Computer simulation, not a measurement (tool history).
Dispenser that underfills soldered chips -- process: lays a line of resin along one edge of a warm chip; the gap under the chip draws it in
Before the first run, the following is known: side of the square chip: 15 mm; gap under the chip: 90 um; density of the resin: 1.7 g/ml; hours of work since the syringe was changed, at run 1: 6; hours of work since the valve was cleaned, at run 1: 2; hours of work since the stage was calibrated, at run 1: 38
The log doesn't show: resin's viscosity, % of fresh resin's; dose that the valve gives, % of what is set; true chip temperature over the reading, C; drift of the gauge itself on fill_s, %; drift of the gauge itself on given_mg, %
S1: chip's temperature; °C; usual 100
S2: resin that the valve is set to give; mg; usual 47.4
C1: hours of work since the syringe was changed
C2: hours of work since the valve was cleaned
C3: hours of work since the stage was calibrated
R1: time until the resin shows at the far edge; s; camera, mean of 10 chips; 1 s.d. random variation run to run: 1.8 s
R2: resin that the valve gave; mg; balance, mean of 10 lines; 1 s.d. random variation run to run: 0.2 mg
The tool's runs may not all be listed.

run	hour	S1	S2	C1	C2	C3	R1	R2
1	0	100	47.4	6	2	38	228.7	47.3
# hour 2.3: new syringe of resin
2	8.2	100	47.4	5	8	44	220.9	47.27
# hour 11.7: new syringe of resin
3	14.6	100	47.4	2	13	49	195.7	47.29
# hour 21.8: new syringe of resin
4	25	100	47.4	2	21	57	201.5	46.83
# hour 31.5: new syringe of resin
5	32	100	47.4	0	26	62	179.5	46.71
# hour 42: new syringe of resin
6	42.7	103	47.4	1	34	70	162.5	46.7
# hour 51.3: new syringe of resin
7	52.9	103	47.4	1	41	77	170.4	46.23
# hour 61.4: new syringe of resin
8	65.3	110	47.4	3	51	87	150.3	46.33
# hour 70.6: dispensing valve cleaned and set on the balance
# hour 71.6: new syringe of resin
9	78.6	110	47.4	5	6	96	164.4	47.05
# hour 81.5: new syringe of resin
# hour 90.9: new syringe of resin
10	93.5	110	47.4	2	17	107	137.4	47.27
# hour 100.2: new syringe of resin
11	105.3	110	47.4	4	26	116	151.3	47.07
# hour 110.2: new syringe of resin
12	117	110	47.4	5	35	125	163.8	46.64
# hour 119.9: new syringe of resin
13	128.7	102	61.3	7	43	134	222.8	59.99
# hour 129.6: new syringe of resin
# hour 139.2: new syringe of resin
14	139.9	109	57.2	1	52	142	131.5	55.55
# hour 143.4: dispensing valve cleaned and set on the balance
# hour 149.4: new syringe of resin
15	153.5	109	57.2	3	8	151	150.1	57
# hour 159.3: new syringe of resin
16	163.4	86	53.9	3	15	159	349.2	53.53
# hour 169.2: new syringe of resin
17	173.7	87	41	3	23	166	366.7	40.65
# hour 178.7: new syringe of resin
18	186.4	109	41	6	32	176	185.1	40.22
# hour 188.9: new syringe of resin
19	193.6	106	47.4	4	38	181	174.8	46.48
# hour 198.9: new syringe of resin
20	204.3	106	43.1	4	46	189	184.6	41.9
# hour 208.1: new syringe of resin
# hour 215.9: dispensing valve cleaned and set on the balance
# hour 218.4: new syringe of resin
21	219	87	43.2	0	2	199	314.4	43.28
# hour 228.8: new syringe of resin
22	230.9	90	61.3	2	11	208	282.5	60.7
# hour 238.1: new syringe of resin
23	243.7	93	47.2	4	21	218	303.3	46.9

Here are 3 independent what-if runs from the current tool condition. What would each one return?
# hour 248.5: new syringe of resin
A	253.3	96	61.2	4	28	225	?	?
# hour 248.5: new syringe of resin
B	253.3	102	57.3	4	28	225	?	?
# hour 248.5: new syringe of resin
C	253.3	100	54.1	4	28	225	?	?

run	R1	R2
A	245.9	60.51
B	202.7	56.7
C	215.8	53.07
With no hidden state in the tool, these same runs would have given:
run	R1	R2
A	190.8	61.35
B	157.4	57.48
C	167.4	53.81
